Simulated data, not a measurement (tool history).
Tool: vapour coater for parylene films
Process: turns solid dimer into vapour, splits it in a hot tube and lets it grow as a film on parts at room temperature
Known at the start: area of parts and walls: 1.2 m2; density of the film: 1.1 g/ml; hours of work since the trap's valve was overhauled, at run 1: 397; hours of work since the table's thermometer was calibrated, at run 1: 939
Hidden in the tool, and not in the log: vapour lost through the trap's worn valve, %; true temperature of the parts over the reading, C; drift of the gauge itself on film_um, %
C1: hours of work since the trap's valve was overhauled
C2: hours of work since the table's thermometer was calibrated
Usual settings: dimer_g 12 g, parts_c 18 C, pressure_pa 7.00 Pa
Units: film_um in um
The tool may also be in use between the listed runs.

Run 1, hour 0.0: usual settings; C1 397; C2 939. Result: film_um 5.13 um.
Run 2, hour 66.8: usual settings; C1 452; C2 995. Result: film_um 4.99 um.
Run 3, hour 125.3: usual settings; C1 501; C2 1043. Result: film_um 4.95 um.
At hour 142.5: trap's valve overhauled.
Run 4, hour 213.7: usual settings; C1 59; C2 1113. Result: film_um 4.62 um.
Run 5, hour 291.6: usual settings; C1 123; C2 1177. Result: film_um 4.46 um.
At hour 356.2: trap's valve overhauled, once more.
Run 6, hour 366.7: usual settings; C1 9; C2 1236. Result: film_um 5.77 um.
Run 7, hour 426.8: usual settings; C1 59; C2 1286. Result: film_um 5.74 um.
Run 8, hour 478.5: usual settings; C1 101; C2 1329. Result: film_um 5.48 um.
Run 9, hour 521.4: usual settings but parts_c 10 C; C1 137; C2 1364. Result: film_um 6.77 um.
Run 10, hour 593.9: usual settings but dimer_g 6 g, parts_c 13 C; C1 197; C2 1425. Result: film_um 3.08 um.
Run 11, hour 638.7: usual settings but dimer_g 6 g, parts_c 13 C; C1 234; C2 1462. Result: film_um 3.00 um.
Run 12, hour 679.8: usual settings but parts_c 13 C, pressure_pa 5.32 Pa; C1 268; C2 1496. Result: film_um 6.15 um.
Run 13, hour 737.4: usual settings but dimer_g 14 g, parts_c 17 C, pressure_pa 6.31 Pa; C1 316; C2 1543. Result: film_um 6.37 um.
Run 14, hour 810.9: usual settings but dimer_g 14 g, parts_c 17 C, pressure_pa 6.31 Pa; C1 377; C2 1604. Result: film_um 6.14 um.
At hour 817.0: table's thermometer calibrated.
Run 15, hour 883.4: usual settings but dimer_g 14 g, parts_c 17 C, pressure_pa 6.31 Pa; C1 436; C2 55. Result: film_um 6.00 um.

Forecast each of these 4 alternatives for the next run:
Run A, hour 924.9: usual settings but dimer_g 16 g, parts_c 11 C, pressure_pa 4.32 Pa; C1 470; C2 89. Result: film_um ?.
Run B, hour 924.9: usual settings but parts_c 13 C; C1 470; C2 89. Result: film_um ?.
Run C, hour 924.9: usual settings but dimer_g 14 g, parts_c 17 C, pressure_pa 2.15 Pa; C1 470; C2 89. Result: film_um ?.
Run D, hour 924.9: usual settings but dimer_g 8 g, parts_c 29 C; C1 470; C2 89. Result: film_um ?.

run  film_um
  A     8.08
  B     5.57
  C     6.57
  D     2.46
Without the tool's hidden state the same runs would have given:
run  film_um
  A     9.40
  B     6.47
  C     7.63
  D     2.86
